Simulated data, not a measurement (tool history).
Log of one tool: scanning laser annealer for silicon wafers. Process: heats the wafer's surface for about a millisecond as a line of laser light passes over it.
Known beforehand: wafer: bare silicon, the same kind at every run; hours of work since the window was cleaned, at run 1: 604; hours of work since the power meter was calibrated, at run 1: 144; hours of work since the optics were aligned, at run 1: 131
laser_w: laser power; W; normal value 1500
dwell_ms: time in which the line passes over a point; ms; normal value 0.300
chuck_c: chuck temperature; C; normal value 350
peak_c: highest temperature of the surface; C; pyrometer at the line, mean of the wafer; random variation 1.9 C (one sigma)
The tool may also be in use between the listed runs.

run,hour,laser_w,dwell_ms,chuck_c,hours of work since the window was cleaned,hours of work since the power meter was calibrated,hours of work since the optics were aligned,peak_c
1,0.0,1500,0.300,350,604,144,131,1077
2,17.7,1500,0.300,350,615,154,142,1074
3,32.0,1500,0.300,356,624,163,151,1081
4,46.7,1500,0.300,364,632,172,159,1090
5,61.0,1500,0.258,350,641,181,168,1024
# hour 64.6: window over the wafer cleaned
6,78.9,1500,0.258,350,9,190,178,1058
7,93.8,1611,0.300,350,18,199,187,1169
8,112.2,1500,0.300,350,29,211,198,1117
9,121.2,1500,0.300,350,34,216,204,1113
10,133.7,1500,0.300,350,42,224,211,1116
11,142.4,1500,0.300,350,47,229,216,1113
12,160.7,1500,0.300,350,58,240,228,1115
13,169.3,1500,0.300,350,64,245,233,1112
14,189.0,1500,0.300,350,76,257,245,1114
15,208.4,1500,0.300,350,87,269,257,1116
16,223.6,1500,0.300,343,97,278,266,1103
17,232.3,1500,0.300,343,102,284,271,1102
18,248.7,1500,0.300,343,112,294,281,1101
19,259.6,1364,0.300,324,119,300,288,1021
20,280.4,1469,0.300,350,131,313,300,1093
21,300.9,1569,0.300,350,144,325,313,1141
22,310.8,1446,0.380,350,150,331,319,1167
23,326.5,1446,0.380,324,159,341,328,1144
24,344.8,1386,0.368,350,170,352,339,1121
25,364.2,1386,0.368,350,182,364,351,1121
26,378.4,1458,0.211,380,191,372,360,999
27,399.0,1370,0.211,320,203,385,372,903
28,415.5,1370,0.211,320,213,395,382,904
29,436.3,1370,0.211,320,226,408,395,905
30,451.3,1544,0.358,354,235,417,404,1198
31,467.9,1500,0.242,350,245,427,414,1029
32,485.7,1500,0.282,342,256,438,425,1069
33,499.7,1428,0.334,350,265,446,434,1103
34,508.3,1428,0.334,350,270,451,439,1100
35,520.3,1650,0.361,312,277,459,446,1208

Predict each of these 4 candidate next runs independently; none follows another, all start after run 35:
A,538.3,1500,0.236,350,288,470,457,?
B,538.3,1650,0.330,312,288,470,457,?
C,538.3,1423,0.293,359,288,470,457,?
D,538.3,1560,0.361,379,288,470,457,?

run,peak_c
A,1017
B,1172
C,1058
D,1227
Stripped of hidden state, with their random variation kept, the same runs would have yielded:
run,peak_c
A,1038
B,1198
C,1080
D,1253
